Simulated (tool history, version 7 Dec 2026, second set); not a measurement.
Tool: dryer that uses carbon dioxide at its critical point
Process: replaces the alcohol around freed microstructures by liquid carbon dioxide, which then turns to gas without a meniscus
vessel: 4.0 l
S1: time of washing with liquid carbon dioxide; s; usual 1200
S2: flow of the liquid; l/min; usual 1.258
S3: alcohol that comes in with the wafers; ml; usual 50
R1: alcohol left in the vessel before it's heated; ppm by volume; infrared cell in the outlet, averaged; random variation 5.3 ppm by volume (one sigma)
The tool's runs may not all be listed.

Run 1, hour 0: usual settings. Result: R1 167 ppm by volume.
Run 2, hour 22.7: usual settings but S3 29 ml. Result: R1 122 ppm by volume.
Run 3, hour 49.5: usual settings but S3 29 ml. Result: R1 126 ppm by volume.
Run 4, hour 76.3: usual settings but S1 1440 s. Result: R1 102 ppm by volume.
Run 5, hour 95.6: usual settings but S1 1440 s. Result: R1 110 ppm by volume.
Run 6, hour 127: usual settings but S1 1380 s. Result: R1 135 ppm by volume.
Run 7, hour 149.7: usual settings but S1 1380 s, S3 23 ml. Result: R1 80 ppm by volume.
At hour 162.7: inlet filter changed.
Run 8, hour 180.5: usual settings. Result: R1 150 ppm by volume.
Run 9, hour 215: usual settings. Result: R1 151 ppm by volume.
Run 10, hour 236.8: usual settings but S1 1620 s. Result: R1 57 ppm by volume.
Run 11, hour 260.2: usual settings. Result: R1 179 ppm by volume.
Run 12, hour 293.2: usual settings but S2 0.98 l/min. Result: R1 420 ppm by volume.
Run 13, hour 330.1: usual settings but S2 0.98 l/min. Result: R1 450 ppm by volume.
Run 14, hour 361.3: usual settings but S3 33 ml. Result: R1 155 ppm by volume.
Run 15, hour 398.9: usual settings but S1 1920 s, S3 33 ml. Result: R1 51 ppm by volume.
Run 16, hour 415.9: usual settings but S1 1920 s, S3 33 ml. Result: R1 56 ppm by volume.
Run 17, hour 433.4: usual settings but S1 1320 s. Result: R1 177 ppm by volume.
Run 18, hour 472: usual settings but S2 1.24 l/min. Result: R1 276 ppm by volume.
At hour 494.8: inlet filter changed.
Run 19, hour 499.7: usual settings but S1 960 s, S2 1.16 l/min. Result: R1 425 ppm by volume.
Run 20, hour 527.5: usual settings but S1 960 s, S2 1.16 l/min. Result: R1 444 ppm by volume.
Run 21, hour 563.8: usual settings but S2 2.1 l/min. Result: R1 56 ppm by volume.
Run 22, hour 600: usual settings but S2 2.1 l/min. Result: R1 58 ppm by volume.
Run 23, hour 640.9: usual settings but S1 1920 s, S3 29 ml. Result: R1 70 ppm by volume.
Run 24, hour 670.2: usual settings but S1 780 s, S2 1.42 l/min, S3 29 ml. Result: R1 354 ppm by volume.
Run 25, hour 708.9: usual settings but S3 76 ml. Result: R1 316 ppm by volume.
Run 26, hour 730.6: usual settings but S3 76 ml. Result: R1 350 ppm by volume.
Run 27, hour 769.4: usual settings but S3 76 ml. Result: R1 373 ppm by volume.
Run 28, hour 805.7: usual settings but S3 76 ml. Result: R1 391 ppm by volume.
At hour 827.4: inlet filter changed.
Run 29, hour 829.6: usual settings but S2 0.95 l/min, S3 102 ml. Result: R1 772 ppm by volume.
Run 30, hour 850.5: usual settings but S1 840 s, S2 1.45 l/min, S3 72 ml. Result: R1 465 ppm by volume.
Run 31, hour 889.4: usual settings but S1 840 s, S2 1.45 l/min, S3 105 ml. Result: R1 704 ppm by volume.
Run 32, hour 929.5: usual settings but S1 840 s, S2 1.45 l/min, S3 105 ml. Result: R1 768 ppm by volume.
Run 33, hour 962.5: usual settings but S1 840 s, S2 1.45 l/min, S3 105 ml. Result: R1 783 ppm by volume.
Run 34, hour 980.1: usual settings but S1 840 s, S2 1.84 l/min. Result: R1 212 ppm by volume.
Run 35, hour 1018.5: usual settings but S1 1080 s, S3 67 ml. Result: R1 414 ppm by volume.
Run 36, hour 1038.8: usual settings but S1 1080 s, S3 67 ml. Result: R1 434 ppm by volume.

Hidden state or all else? Some run-to-run changes of R1, split into what the settings, what came in and random variation would give without the hidden state, and what is left for the hidden state (with any gauge scatter that isn't in both results):
The hidden state here: flow that reaches the vessel past the clogged filter, %; alcohol in the recycled carbon dioxide, ppm; drift of the gauge itself on alcohol_ppm, %.
Run 18 -> 19: S1 1200 -> 960, S2 1.24 -> 1.16, inlet filter changed. R1 +149 ppm by volume: hidden state -99, all else +248.
Run 20 -> 21: S1 960 -> 1200, S2 1.16 -> 2.1. R1 -388 ppm by volume: hidden state -25, all else -363.
Run 28 -> 29: S2 1.258 -> 0.95, S3 76 -> 102, inlet filter changed. R1 +381 ppm by volume: hidden state -167, all else +548.
Run 33 -> 34: S2 1.45 -> 1.84, S3 105 -> 50. R1 -571 ppm by volume: hidden state -117, all else -454.
